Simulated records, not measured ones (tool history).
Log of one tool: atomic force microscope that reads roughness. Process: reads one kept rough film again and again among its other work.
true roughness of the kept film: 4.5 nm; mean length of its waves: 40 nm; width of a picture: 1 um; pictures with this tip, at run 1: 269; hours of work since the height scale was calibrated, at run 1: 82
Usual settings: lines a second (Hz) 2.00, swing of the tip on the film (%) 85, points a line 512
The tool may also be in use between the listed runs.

| run | day | lines a second (Hz) | swing of the tip on the film (%) | points a line | pictures with this tip | hours of work since the height scale was calibrated | roughness of the kept film (nm (root mean square)) |
|---|---|---|---|---|---|---|---|
| 1 | 0.000 | 2.00 | 85 | 512 | 269 | 82 | 2.878 |
| 2 | 0.675 | 2.00 | 85 | 512 | 309 | 94 | 2.831 |
|  | 1.217 | new tip fitted |
| 3 | 1.217 | 1.25 | 85 | 512 | 0 | 104 | 3.620 |
| 4 | 1.946 | 1.25 | 85 | 512 | 43 | 117 | 3.520 |
| 5 | 2.575 | 1.25 | 85 | 512 | 80 | 128 | 3.422 |
| 6 | 3.292 | 1.25 | 85 | 512 | 122 | 141 | 3.357 |
| 7 | 4.162 | 2.00 | 85 | 512 | 173 | 156 | 3.042 |
| 8 | 4.929 | 2.00 | 69 | 512 | 218 | 170 | 3.208 |
| 9 | 5.508 | 2.00 | 85 | 512 | 252 | 181 | 2.870 |
| 10 | 5.912 | 2.00 | 85 | 512 | 276 | 188 | 2.866 |
| 11 | 6.533 | 2.00 | 85 | 512 | 312 | 199 | 2.786 |
|  | 6.975 | new tip fitted |
| 12 | 6.975 | 2.00 | 85 | 481 | 0 | 207 | 3.484 |
| 13 | 7.608 | 2.00 | 85 | 481 | 37 | 218 | 3.375 |
| 14 | 8.283 | 1.43 | 85 | 481 | 76 | 230 | 3.429 |
| 15 | 9.004 | 1.43 | 85 | 481 | 119 | 243 | 3.305 |
| 16 | 9.429 | 1.43 | 85 | 481 | 144 | 251 | 3.260 |
| 17 | 10.179 | 2.00 | 85 | 512 | 188 | 264 | 3.045 |
| 18 | 10.938 | 2.00 | 85 | 512 | 232 | 278 | 2.945 |
| 19 | 11.633 | 2.00 | 85 | 512 | 273 | 290 | 2.867 |
| 20 | 12.029 | 2.00 | 85 | 512 | 296 | 297 | 2.838 |
| 21 | 12.396 | 2.00 | 85 | 512 | 318 | 304 | 2.829 |
|  | 12.783 | new tip fitted |
| 22 | 12.879 | 2.00 | 85 | 512 | 6 | 312 | 3.421 |
| 23 | 13.279 | 2.00 | 66 | 512 | 29 | 319 | 3.724 |
| 24 | 14.142 | 2.00 | 66 | 512 | 80 | 335 | 3.591 |
| 25 | 14.667 | 2.00 | 66 | 512 | 111 | 344 | 3.526 |
| 26 | 15.542 | 2.00 | 66 | 640 | 162 | 360 | 3.418 |
| 27 | 16.233 | 0.94 | 85 | 258 | 203 | 372 | 3.243 |
| 28 | 16.888 | 0.95 | 85 | 777 | 241 | 384 | 3.206 |
|  | 17.008 | height scale calibrated on a step standard |
| 29 | 17.696 | 0.71 | 64 | 387 | 286 | 12 | 3.280 |
| 30 | 18.262 | 0.54 | 81 | 299 | 319 | 23 | 3.158 |
|  | 18.583 | new tip fitted |
| 31 | 18.717 | 0.54 | 81 | 299 | 8 | 30 | 3.916 |
| 32 | 19.112 | 0.55 | 85 | 373 | 31 | 37 | 3.815 |
| 33 | 19.838 | 2.00 | 71 | 512 | 74 | 50 | 3.608 |
| 34 | 20.462 | 2.00 | 71 | 992 | 110 | 62 | 3.509 |
| 35 | 21.112 | 2.00 | 65 | 1012 | 148 | 73 | 3.488 |
| 36 | 21.617 | 0.53 | 76 | 379 | 178 | 82 | 3.517 |
|  | 21.871 | height scale calibrated on a step standard, once more |
| 37 | 22.379 | 1.64 | 70 | 512 | 220 | 9 | 3.237 |
| 38 | 23.242 | 0.69 | 85 | 512 | 271 | 25 | 3.155 |
| 39 | 23.929 | 0.69 | 85 | 512 | 311 | 37 | 3.097 |
|  | 24.400 | new tip fitted |
| 40 | 24.767 | 0.69 | 85 | 512 | 21 | 52 | 3.742 |
| 41 | 25.479 | 0.69 | 85 | 512 | 63 | 64 | 3.606 |
| 42 | 25.846 | 0.75 | 58 | 828 | 84 | 71 | 3.722 |
| 43 | 26.500 | 2.24 | 65 | 828 | 123 | 83 | 3.461 |
| 44 | 27.362 | 1.74 | 64 | 868 | 173 | 98 | 3.404 |
| 45 | 27.938 | 1.74 | 77 | 868 | 207 | 109 | 3.180 |
| 46 | 28.421 | 3.63 | 85 | 1001 | 236 | 117 | 2.593 |
| 47 | 29.217 | 3.63 | 85 | 1001 | 282 | 132 | 2.561 |
| 48 | 29.954 | 0.65 | 61 | 628 | 326 | 145 | 3.187 |
|  | 30.171 | new tip fitted |
| 49 | 30.554 | 3.45 | 62 | 451 | 22 | 155 | 3.633 |
| 50 | 30.988 | 3.45 | 72 | 278 | 48 | 163 | 3.329 |
| 51 | 31.521 | 0.85 | 85 | 512 | 79 | 172 | 3.537 |
| 52 | 31.904 | 1.71 | 72 | 430 | 102 | 179 | 3.474 |

5 ways to go on from here, each from the tool as it stands after run 52. What would each give?
| A | 32.733 | 0.93 | 60 | 731 | 150 | 194 | ? |
| B | 32.733 | 1.48 | 72 | 707 | 150 | 194 | ? |
| C | 32.733 | 3.16 | 63 | 430 | 150 | 194 | ? |
| D | 32.733 | 2.00 | 85 | 852 | 150 | 194 | ? |
| E | 32.733 | 1.76 | 81 | 430 | 150 | 194 | ? |

| run | roughness of the kept film (nm (root mean square)) |
|---|---|
| A | 3.544 |
| B | 3.402 |
| C | 3.324 |
| D | 3.085 |
| E | 3.214 |
Without the tool's hidden state the same runs would have given:
| run | roughness of the kept film (nm (root mean square)) |
|---|---|
| A | 3.968 |
| B | 3.809 |
| C | 3.722 |
| D | 3.454 |
| E | 3.598 |

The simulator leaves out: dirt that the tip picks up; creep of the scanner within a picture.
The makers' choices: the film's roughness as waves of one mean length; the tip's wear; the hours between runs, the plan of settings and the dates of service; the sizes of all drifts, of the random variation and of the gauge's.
